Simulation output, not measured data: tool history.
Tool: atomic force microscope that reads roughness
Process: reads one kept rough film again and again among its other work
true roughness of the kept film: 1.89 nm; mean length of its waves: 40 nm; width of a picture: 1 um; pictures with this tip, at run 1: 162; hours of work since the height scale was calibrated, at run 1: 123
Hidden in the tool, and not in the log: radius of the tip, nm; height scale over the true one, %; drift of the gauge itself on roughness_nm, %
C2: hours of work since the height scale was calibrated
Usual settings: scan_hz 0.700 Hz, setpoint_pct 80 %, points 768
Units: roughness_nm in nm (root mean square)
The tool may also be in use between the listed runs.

{"run": 1, "hour": 0.0, "scan_hz": 0.7, "setpoint_pct": 80, "points": 768, "pictures with this tip": 162, "C2": 123, "roughness_nm": 1.665}
{"run": 2, "hour": 9.5, "scan_hz": 0.7, "setpoint_pct": 80, "points": 789, "pictures with this tip": 169, "C2": 127, "roughness_nm": 1.671}
{"run": 3, "hour": 19.9, "scan_hz": 0.7, "setpoint_pct": 80, "points": 472, "pictures with this tip": 177, "C2": 132, "roughness_nm": 1.651}
{"run": 4, "hour": 28.7, "scan_hz": 0.7, "setpoint_pct": 80, "points": 472, "pictures with this tip": 184, "C2": 137, "roughness_nm": 1.65}
{"run": 5, "hour": 35.9, "scan_hz": 0.7, "setpoint_pct": 80, "points": 292, "pictures with this tip": 190, "C2": 140, "roughness_nm": 1.634}
{"run": 6, "hour": 42.8, "scan_hz": 0.7, "setpoint_pct": 59, "points": 292, "pictures with this tip": 195, "C2": 143, "roughness_nm": 1.705}
{"run": 7, "hour": 49.5, "scan_hz": 0.7, "setpoint_pct": 59, "points": 292, "pictures with this tip": 200, "C2": 147, "roughness_nm": 1.697}
{"run": 8, "hour": 55.0, "scan_hz": 0.7, "setpoint_pct": 80, "points": 768, "pictures with this tip": 204, "C2": 149, "roughness_nm": 1.66}
{"run": 9, "hour": 63.7, "scan_hz": 0.7, "setpoint_pct": 80, "points": 768, "pictures with this tip": 211, "C2": 154, "roughness_nm": 1.653}
{"run": 10, "hour": 76.1, "scan_hz": 0.7, "setpoint_pct": 80, "points": 768, "pictures with this tip": 221, "C2": 160, "roughness_nm": 1.644}
{"run": 11, "hour": 83.3, "scan_hz": 0.7, "setpoint_pct": 80, "points": 768, "pictures with this tip": 226, "C2": 163, "roughness_nm": 1.643}
{"run": 12, "hour": 92.9, "scan_hz": 0.7, "setpoint_pct": 80, "points": 768, "pictures with this tip": 233, "C2": 168, "roughness_nm": 1.636}
{"run": 13, "hour": 100.3, "scan_hz": 0.628, "setpoint_pct": 80, "points": 768, "pictures with this tip": 239, "C2": 171, "roughness_nm": 1.647}
{"run": 14, "hour": 110.3, "scan_hz": 0.628, "setpoint_pct": 84, "points": 768, "pictures with this tip": 247, "C2": 176, "roughness_nm": 1.626}
{"run": 15, "hour": 120.1, "scan_hz": 0.7, "setpoint_pct": 80, "points": 768, "pictures with this tip": 254, "C2": 181, "roughness_nm": 1.639}
{"run": 16, "hour": 130.9, "scan_hz": 3.562, "setpoint_pct": 80, "points": 768, "pictures with this tip": 263, "C2": 186, "roughness_nm": 1.373}
{"run": 17, "hour": 136.6, "scan_hz": 0.572, "setpoint_pct": 80, "points": 768, "pictures with this tip": 267, "C2": 189, "roughness_nm": 1.636}
{"run": 18, "hour": 148.9, "scan_hz": 0.7, "setpoint_pct": 80, "points": 768, "pictures with this tip": 277, "C2": 195, "roughness_nm": 1.634}
{"run": 19, "hour": 157.6, "scan_hz": 0.7, "setpoint_pct": 80, "points": 768, "pictures with this tip": 283, "C2": 199, "roughness_nm": 1.608}
{"run": 20, "hour": 168.4, "scan_hz": 0.7, "setpoint_pct": 80, "points": 768, "pictures with this tip": 292, "C2": 205, "roughness_nm": 1.624}
{"run": 21, "hour": 180.0, "scan_hz": 0.7, "setpoint_pct": 80, "points": 768, "pictures with this tip": 300, "C2": 210, "roughness_nm": 1.617}
{"run": 22, "hour": 187.8, "scan_hz": 0.548, "setpoint_pct": 80, "points": 768, "pictures with this tip": 306, "C2": 214, "roughness_nm": 1.63}
{"run": 23, "hour": 199.6, "scan_hz": 0.7, "setpoint_pct": 80, "points": 564, "pictures with this tip": 316, "C2": 220, "roughness_nm": 1.595}
{"run": 24, "hour": 207.4, "scan_hz": 0.7, "setpoint_pct": 80, "points": 564, "pictures with this tip": 322, "C2": 224, "roughness_nm": 1.589}
{"run": 25, "hour": 218.1, "scan_hz": 0.7, "setpoint_pct": 80, "points": 564, "pictures with this tip": 330, "C2": 229, "roughness_nm": 1.621}
{"run": 26, "hour": 227.0, "scan_hz": 0.7, "setpoint_pct": 64, "points": 768, "pictures with this tip": 337, "C2": 233, "roughness_nm": 1.643}
{"hour": 233.9, "done": "new tip fitted"}
{"run": 27, "hour": 238.9, "scan_hz": 0.7, "setpoint_pct": 64, "points": 768, "pictures with this tip": 3, "C2": 239, "roughness_nm": 1.761}
{"run": 28, "hour": 247.0, "scan_hz": 0.7, "setpoint_pct": 64, "points": 768, "pictures with this tip": 10, "C2": 243, "roughness_nm": 1.759}
{"run": 29, "hour": 255.3, "scan_hz": 2.304, "setpoint_pct": 64, "points": 420, "pictures with this tip": 16, "C2": 247, "roughness_nm": 1.682}
{"run": 30, "hour": 267.8, "scan_hz": 2.304, "setpoint_pct": 62, "points": 486, "pictures with this tip": 26, "C2": 253, "roughness_nm": 1.683}
{"run": 31, "hour": 278.1, "scan_hz": 0.543, "setpoint_pct": 66, "points": 654, "pictures with this tip": 34, "C2": 258, "roughness_nm": 1.746}
{"run": 32, "hour": 289.6, "scan_hz": 0.543, "setpoint_pct": 66, "points": 654, "pictures with this tip": 42, "C2": 263, "roughness_nm": 1.762}
{"run": 33, "hour": 296.0, "scan_hz": 0.74, "setpoint_pct": 82, "points": 768, "pictures with this tip": 47, "C2": 266, "roughness_nm": 1.689}
{"run": 34, "hour": 304.5, "scan_hz": 0.74, "setpoint_pct": 82, "points": 768, "pictures with this tip": 54, "C2": 271, "roughness_nm": 1.688}
{"run": 35, "hour": 315.5, "scan_hz": 0.74, "setpoint_pct": 82, "points": 768, "pictures with this tip": 62, "C2": 276, "roughness_nm": 1.679}
{"run": 36, "hour": 321.3, "scan_hz": 1.965, "setpoint_pct": 68, "points": 980, "pictures with this tip": 67, "C2": 279, "roughness_nm": 1.656}
{"run": 37, "hour": 330.2, "scan_hz": 0.698, "setpoint_pct": 68, "points": 980, "pictures with this tip": 74, "C2": 283, "roughness_nm": 1.722}
{"run": 38, "hour": 343.3, "scan_hz": 0.698, "setpoint_pct": 68, "points": 980, "pictures with this tip": 84, "C2": 289, "roughness_nm": 1.727}
{"run": 39, "hour": 355.7, "scan_hz": 1.364, "setpoint_pct": 62, "points": 768, "pictures with this tip": 93, "C2": 296, "roughness_nm": 1.709}
{"run": 40, "hour": 366.0, "scan_hz": 0.7, "setpoint_pct": 88, "points": 422, "pictures with this tip": 101, "C2": 301, "roughness_nm": 1.642}
{"run": 41, "hour": 375.6, "scan_hz": 0.7, "setpoint_pct": 88, "points": 422, "pictures with this tip": 109, "C2": 305, "roughness_nm": 1.639}
{"run": 42, "hour": 388.4, "scan_hz": 0.7, "setpoint_pct": 88, "points": 422, "pictures with this tip": 118, "C2": 311, "roughness_nm": 1.631}
{"run": 43, "hour": 398.8, "scan_hz": 3.429, "setpoint_pct": 73, "points": 406, "pictures with this tip": 126, "C2": 316, "roughness_nm": 1.504}
{"run": 44, "hour": 409.4, "scan_hz": 3.429, "setpoint_pct": 73, "points": 406, "pictures with this tip": 135, "C2": 322, "roughness_nm": 1.492}
{"run": 45, "hour": 417.6, "scan_hz": 0.781, "setpoint_pct": 80, "points": 961, "pictures with this tip": 141, "C2": 326, "roughness_nm": 1.662}
{"run": 46, "hour": 427.8, "scan_hz": 0.781, "setpoint_pct": 80, "points": 961, "pictures with this tip": 149, "C2": 331, "roughness_nm": 1.654}
{"run": 47, "hour": 436.1, "scan_hz": 1.311, "setpoint_pct": 63, "points": 703, "pictures with this tip": 155, "C2": 335, "roughness_nm": 1.681}
{"run": 48, "hour": 447.3, "scan_hz": 1.311, "setpoint_pct": 59, "points": 357, "pictures with this tip": 164, "C2": 340, "roughness_nm": 1.693}
{"run": 49, "hour": 458.3, "scan_hz": 2.262, "setpoint_pct": 75, "points": 357, "pictures with this tip": 172, "C2": 345, "roughness_nm": 1.535}
{"run": 50, "hour": 467.9, "scan_hz": 1.683, "setpoint_pct": 75, "points": 299, "pictures with this tip": 180, "C2": 350, "roughness_nm": 1.584}
{"run": 51, "hour": 480.0, "scan_hz": 0.737, "setpoint_pct": 80, "points": 267, "pictures with this tip": 189, "C2": 356, "roughness_nm": 1.639}
{"run": 52, "hour": 486.4, "scan_hz": 0.804, "setpoint_pct": 79, "points": 591, "pictures with this tip": 194, "C2": 359, "roughness_nm": 1.638}
{"run": 53, "hour": 494.8, "scan_hz": 0.704, "setpoint_pct": 79, "points": 295, "pictures with this tip": 200, "C2": 363, "roughness_nm": 1.651}
{"run": 54, "hour": 503.7, "scan_hz": 0.704, "setpoint_pct": 79, "points": 295, "pictures with this tip": 207, "C2": 368, "roughness_nm": 1.633}

Some steps in roughness_nm between neighbouring runs. How much of each would the tool show without its hidden state too (settings, what came in, random variation), and how much is left for the hidden state, with any gauge scatter that isn't in both results?
Run 15 -> 16: scan_hz 0.700 -> 3.562. roughness_nm -0.266 nm (root mean square): hidden state +0.012, all else -0.278.
Run 16 -> 17: scan_hz 3.562 -> 0.572. roughness_nm +0.263 nm (root mean square): hidden state -0.017, all else +0.280.
Run 26 -> 27: new tip fitted. roughness_nm +0.118 nm (root mean square): hidden state +0.116, all else +0.002.
Run 44 -> 45: scan_hz 3.429 -> 0.781, setpoint_pct 73 -> 80, points 406 -> 961. roughness_nm +0.170 nm (root mean square): hidden state -0.008, all else +0.178.
